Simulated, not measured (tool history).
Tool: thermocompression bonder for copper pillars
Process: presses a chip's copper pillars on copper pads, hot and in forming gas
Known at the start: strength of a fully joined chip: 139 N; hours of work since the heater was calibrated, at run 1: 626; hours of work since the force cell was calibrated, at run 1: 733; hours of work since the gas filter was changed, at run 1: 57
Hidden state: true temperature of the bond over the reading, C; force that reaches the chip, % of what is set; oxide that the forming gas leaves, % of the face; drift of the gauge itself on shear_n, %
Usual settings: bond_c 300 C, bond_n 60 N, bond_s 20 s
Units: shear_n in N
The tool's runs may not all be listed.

| run | hour | bond_c | bond_n | bond_s | hours of work since the heater was calibrated | hours of work since the force cell was calibrated | hours of work since the gas filter was changed | shear_n |
|---|---|---|---|---|---|---|---|---|
| 1 | 0 | 300 | 60 | 20 | 626 | 733 | 57 | 67.2 |
| 2 | 29.3 | 300 | 45 | 20 | 649 | 757 | 80 | 51.1 |
| 3 | 69.2 | 300 | 60 | 45 | 681 | 789 | 112 | 84.5 |
| 4 | 106.4 | 300 | 60 | 13 | 711 | 818 | 142 | 55.4 |
| 5 | 144.1 | 300 | 60 | 13 | 741 | 848 | 172 | 54.8 |
| 6 | 166.4 | 300 | 60 | 13 | 759 | 866 | 190 | 54.6 |
| 7 | 202 | 300 | 60 | 13 | 787 | 895 | 218 | 52.7 |
| 8 | 225.8 | 300 | 60 | 13 | 806 | 914 | 237 | 52.4 |
| 9 | 262.7 | 300 | 60 | 13 | 836 | 943 | 267 | 53 |
| 10 | 298.6 | 300 | 60 | 20 | 864 | 972 | 296 | 60.4 |
| 11 | 325.8 | 300 | 60 | 20 | 886 | 994 | 317 | 59.6 |
| 12 | 370.3 | 273 | 60 | 20 | 922 | 1029 | 353 | 41.5 |
| 13 | 396 | 273 | 60 | 20 | 942 | 1050 | 373 | 42.6 |
|  | 407.9 | heater calibrated with a thermocouple chip |
| 14 | 423.8 | 273 | 60 | 20 | 13 | 1070 | 394 | 38.9 |
| 15 | 453.8 | 295 | 60 | 23 | 37 | 1094 | 418 | 52.2 |
| 16 | 497.1 | 315 | 60 | 20 | 71 | 1129 | 453 | 62.8 |
|  | 499.9 | forming gas filter changed |
| 17 | 528.3 | 301 | 80 | 16 | 96 | 1153 | 23 | 71 |
| 18 | 558.4 | 300 | 89 | 23 | 120 | 1177 | 47 | 82.9 |
| 19 | 593.8 | 300 | 57 | 32 | 148 | 1206 | 75 | 65.2 |
| 20 | 616.9 | 287 | 47 | 32 | 167 | 1224 | 93 | 46.3 |
| 21 | 662.7 | 327 | 60 | 20 | 203 | 1261 | 130 | 75.8 |
|  | 670.9 | heater calibrated with a thermocouple chip, once more |
| 22 | 692.4 | 309 | 60 | 27 | 17 | 1283 | 152 | 83.4 |
| 23 | 727.3 | 295 | 60 | 20 | 45 | 1311 | 180 | 66.3 |
| 24 | 769.5 | 300 | 42 | 33 | 79 | 1344 | 214 | 60.4 |
| 25 | 814.7 | 301 | 42 | 48 | 115 | 1381 | 250 | 68.9 |
| 26 | 845.5 | 301 | 42 | 48 | 139 | 1405 | 275 | 68.3 |

Forecast each of these 3 alternatives for the next run:
| A | 868.9 | 272 | 80 | 35 | 158 | 1424 | 293 | ? |
| B | 868.9 | 300 | 84 | 25 | 158 | 1424 | 293 | ? |
| C | 868.9 | 329 | 66 | 11 | 158 | 1424 | 293 | ? |

| run | shear_n |
|---|---|
| A | 73.3 |
| B | 89.2 |
| C | 76.2 |
Without the tool's hidden state the same runs would have given:
| run | shear_n |
|---|---|
| A | 82.8 |
| B | 99.8 |
| C | 85.9 |
